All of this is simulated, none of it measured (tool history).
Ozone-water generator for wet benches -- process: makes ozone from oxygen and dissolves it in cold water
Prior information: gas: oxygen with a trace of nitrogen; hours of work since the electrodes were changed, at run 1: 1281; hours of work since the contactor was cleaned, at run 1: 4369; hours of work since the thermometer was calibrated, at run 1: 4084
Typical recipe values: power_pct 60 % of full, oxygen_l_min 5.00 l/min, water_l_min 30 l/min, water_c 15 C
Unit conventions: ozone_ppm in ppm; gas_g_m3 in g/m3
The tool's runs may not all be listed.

run   hour  power_pct  oxygen_l_min  water_l_min  water_c  hours of work since the electrodes were changed  hours of work since the contactor was cleaned  hours of work since the thermometer was calibrated  ozone_ppm  gas_g_m3
  1    0.0         60          5.00           30       15                                             1281                                           4369                                                4084       14.9     159.1
  2   41.8         60          5.00           30       15                                             1314                                           4403                                                4118       15.0     158.2
      53.2  -- contactor cleaned
  3   74.9         60          5.00           30       15                                             1338                                             17                                                4141       14.8     158.4
  4  107.3         60          5.00           30       15                                             1363                                             43                                                4166       14.9     159.3
  5  140.4         60          5.00           30       11                                             1390                                             69                                                4193       15.5     158.8
  6  163.1         60          5.00           30       11                                             1408                                             87                                                4211       15.5     159.9
  7  194.8         60          5.00           30       15                                             1433                                            113                                                4236       15.0     159.8
  8  237.1         60          5.00           44       15                                             1467                                            146                                                4270       10.6     158.5
  9  260.9         52          5.00           30       15                                             1485                                            165                                                4289       13.4     143.3
 10  295.7         52          5.00           30       15                                             1513                                            193                                                4316       13.3     142.2
 11  315.7         60          5.00           30       16                                             1529                                            209                                                4332       14.8     157.3
 12  346.7         60          5.00           30       16                                             1554                                            233                                                4357       14.7     158.0
 13  377.6         95          2.62           33        9                                             1578                                            258                                                4381       16.4     293.4

Expected results for the next run?
 14  418.6         47          4.44           36       17                                             1611                                            291                                                4414          ?         ?

ozone_ppm: 10.1 ppm
gas_g_m3: 141.0 g/m3
Take away the tool's hidden state, keep the run-to-run variation as it was, and the same run would have given ozone_ppm 10.1 ppm, gas_g_m3 144.2 g/m3.
